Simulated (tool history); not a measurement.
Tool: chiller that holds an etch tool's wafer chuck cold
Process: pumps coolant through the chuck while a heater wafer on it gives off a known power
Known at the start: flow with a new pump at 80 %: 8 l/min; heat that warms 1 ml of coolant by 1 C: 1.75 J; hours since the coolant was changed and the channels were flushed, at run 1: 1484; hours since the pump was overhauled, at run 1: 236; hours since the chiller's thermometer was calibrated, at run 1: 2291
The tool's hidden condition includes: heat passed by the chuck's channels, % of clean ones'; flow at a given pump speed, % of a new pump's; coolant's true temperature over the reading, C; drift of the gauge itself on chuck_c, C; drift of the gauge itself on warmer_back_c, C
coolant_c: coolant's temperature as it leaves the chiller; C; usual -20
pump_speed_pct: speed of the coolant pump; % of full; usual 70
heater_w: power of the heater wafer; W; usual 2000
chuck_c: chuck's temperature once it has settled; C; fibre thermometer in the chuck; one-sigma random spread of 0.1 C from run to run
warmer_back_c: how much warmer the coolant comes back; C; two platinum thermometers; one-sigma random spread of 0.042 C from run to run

run   hour  coolant_c  pump_speed_pct  heater_w  hours since the coolant was changed and the channels were flushed  hours since the pump was overhauled  hours since the chiller's thermometer was calibrated  chuck_c  warmer_back_c
  1      0        -20              70      2000                                                               1484                                  236                                                  2291     10.6           9.97
  2     67        -20              70      2000                                                               1551                                  303                                                  2358     10.6          10.09
  3  114.5        -20              69      2000                                                               1599                                  351                                                  2405     11.2           10.2
  4  186.1        -20              70      2000                                                               1670                                  422                                                  2477     10.7          10.11
  5  251.2        -20              70      2000                                                               1735                                  488                                                  2542     10.7          10.09
  6  312.5        -20              70      1132                                                               1797                                  549                                                  2604     -2.6           5.72
  7  381.9        -20              70      2000                                                               1866                                  618                                                  2673     10.9          10.13
  8  436.2        -20              70      2000                                                               1920                                  673                                                  2727     10.8          10.11
  9  474.2        -14              80      2862                                                               1958                                  711                                                  2765       25          12.38
 10  539.4        -13              92      1084                                                               2024                                  776                                                  2830     -0.2           4.05
 11  621.8        -16              98      2235                                                               2106                                  858                                                  2913      9.3           7.67
 12  689.5        -16              98      2235                                                               2174                                  926                                                  2981      9.2           7.68
 13  742.7        -23              63      1396                                                               2227                                  979                                                  3034      0.9           7.99

Difference, measured minus no-hidden-state, one row per run. Run-to-run variation is common to both terms; the gauge's own scatter need not be:
run  chuck_c  warmer_back_c
  1     +0.5          +0.07
  2     +0.5          +0.08
  3     +0.5          +0.08
  4     +0.5          +0.09
  5     +0.6           +0.1
  6     +0.3          +0.05
  7     +0.6           +0.1
  8     +0.7          +0.11
  9       +1          +0.15
 10     +0.1          +0.05
 11     +0.6           +0.1
 12     +0.7           +0.1
 13     +0.6          +0.11
